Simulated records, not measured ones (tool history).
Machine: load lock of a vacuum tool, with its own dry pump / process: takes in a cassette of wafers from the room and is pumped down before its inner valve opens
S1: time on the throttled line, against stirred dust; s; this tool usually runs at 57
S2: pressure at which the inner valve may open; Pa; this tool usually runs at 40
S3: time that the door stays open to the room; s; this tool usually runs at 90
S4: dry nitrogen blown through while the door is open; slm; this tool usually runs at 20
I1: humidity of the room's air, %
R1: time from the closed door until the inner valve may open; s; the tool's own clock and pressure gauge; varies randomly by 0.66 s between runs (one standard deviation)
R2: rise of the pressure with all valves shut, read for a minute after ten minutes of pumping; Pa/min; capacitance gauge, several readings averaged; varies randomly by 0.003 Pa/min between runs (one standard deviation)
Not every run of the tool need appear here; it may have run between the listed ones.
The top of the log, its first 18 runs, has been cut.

run	hour	S1	S2	S3	S4	I1	R1	R2
19	4160.5	73	40	90	20	49.6	114.6	0.129
20	4454.6	38	40	107	20	43.6	85.3	0.134
21	4651.4	42	49	168	12	47.8	88.0	0.174
22	4922.0	57	40	55	20	42.5	102.6	0.125
23	5095.5	44	34	55	5	45.1	93.6	0.143
24	5351.9	44	34	55	5	44.1	93.7	0.149
25	5644.0	44	34	55	5	43.8	94.6	0.155
26	5796.5	36	43	161	5	43.4	85.0	0.216
27	6117.0	36	43	161	5	45.7	85.6	0.229
28	6311.1	33	57	99	9	43.5	81.1	0.189
29	6462.3	57	40	78	8	47.5	102.7	0.191
30	6783.3	87	36	90	20	46.8	128.5	0.188
31	7006.6	87	36	90	20	42.6	128.5	0.185
32	7229.9	87	41	90	19	42.2	126.5	0.198
33	7507.5	87	51	27	19	47.9	126.6	0.179
34	7669.9	57	41	90	20	41.5	103.2	0.203

Predict each of these 4 candidate next runs independently; none follows another, all start after run 34:
A	7978.8	38	40	48	23	43.1	?	?
B	7978.8	57	31	42	20	45.6	?	?
C	7978.8	59	41	90	20	42.8	?	?
D	7978.8	71	40	40	20	44.8	?	?

run	R1	R2
A	89.4	0.195
B	105.8	0.195
C	106.6	0.215
D	115.2	0.199
Take away the tool's hidden state, keep each run's random variation, and the runs would have read:
run	R1	R2
A	82.2	0.026
B	98.8	0.028
C	99.8	0.049
D	108.8	0.032
